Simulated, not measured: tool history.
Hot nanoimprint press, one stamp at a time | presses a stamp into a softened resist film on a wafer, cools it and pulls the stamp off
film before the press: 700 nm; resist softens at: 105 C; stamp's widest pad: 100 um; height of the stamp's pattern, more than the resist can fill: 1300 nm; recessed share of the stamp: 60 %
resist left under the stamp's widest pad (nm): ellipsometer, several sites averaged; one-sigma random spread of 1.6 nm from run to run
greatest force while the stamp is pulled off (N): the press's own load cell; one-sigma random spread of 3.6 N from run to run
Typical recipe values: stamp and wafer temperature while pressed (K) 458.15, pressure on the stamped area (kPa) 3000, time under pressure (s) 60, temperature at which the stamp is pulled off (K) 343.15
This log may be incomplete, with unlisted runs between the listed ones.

run   hour  stamp and wafer temperature while pressed (K)  pressure on the stamped area (kPa)  time under pressure (s)  temperature at which the stamp is pulled off (K)  resist left under the stamp's widest pad (nm)  greatest force while the stamp is pulled off (N)
  1    0.0                                         458.15                                3000                       60                                            343.15                                          290.2                                               239
      32.0  -- stamp cleaned and given a new release coat
  2   32.2                                         458.15                                3000                       60                                            343.15                                          294.8                                               174
  3   48.9                                         458.15                                3000                       60                                            340.15                                          293.9                                               188
  4   72.5                                         458.15                                3000                       60                                            340.15                                          294.6                                               195
  5  108.2                                         458.15                                3000                       60                                            340.15                                          297.1                                               206
  6  146.9                                         459.15                                3000                       60                                            343.15                                          287.7                                               187
  7  164.8                                         458.15                                3000                       41                                            343.15                                          334.4                                               189
  8  181.5                                         463.15                                4650                       55                                            336.15                                          203.3                                               216
  9  214.8                                         457.15                                2180                       60                                            338.15                                          365.7                                               217
     221.2  -- plate thermocouple calibrated
 10  245.4                                         458.15                                3960                      110                                            343.15                                          209.6                                               200
 11  269.5                                         458.15                                2380                       60                                            351.15                                          344.8                                               159
 12  288.0                                         458.15                                2380                       60                                            351.15                                          347.7                                               158

Consider 4 possible next runs. They are alternatives, not a sequence: every one starts from the tool as it was left by run 12. What does each give?
  A  313.9                                         467.15                                3880                       81                                            343.15                                              ?                                                 ?
  B  313.9                                         453.15                                3520                       67                                            351.15                                              ?                                                 ?
  C  313.9                                         458.15                                3000                       69                                            343.15                                              ?                                                 ?
  D  313.9                                         458.15                                2830                       67                                            340.15                                              ?                                                 ?

run  resist left under the stamp's widest pad (nm)  greatest force while the stamp is pulled off (N)
  A                                          180.7                                               204
  B                                          314.5                                               169
  C                                          288.9                                               212
  D                                          306.7                                               226
The same runs, with their run-to-run variation unchanged, on a tool lacking any hidden condition would have given:
run  resist left under the stamp's widest pad (nm)  greatest force while the stamp is pulled off (N)
  A                                          170.0                                               171
  B                                          294.5                                               140
  C                                          271.6                                               178
  D                                          288.5                                               190
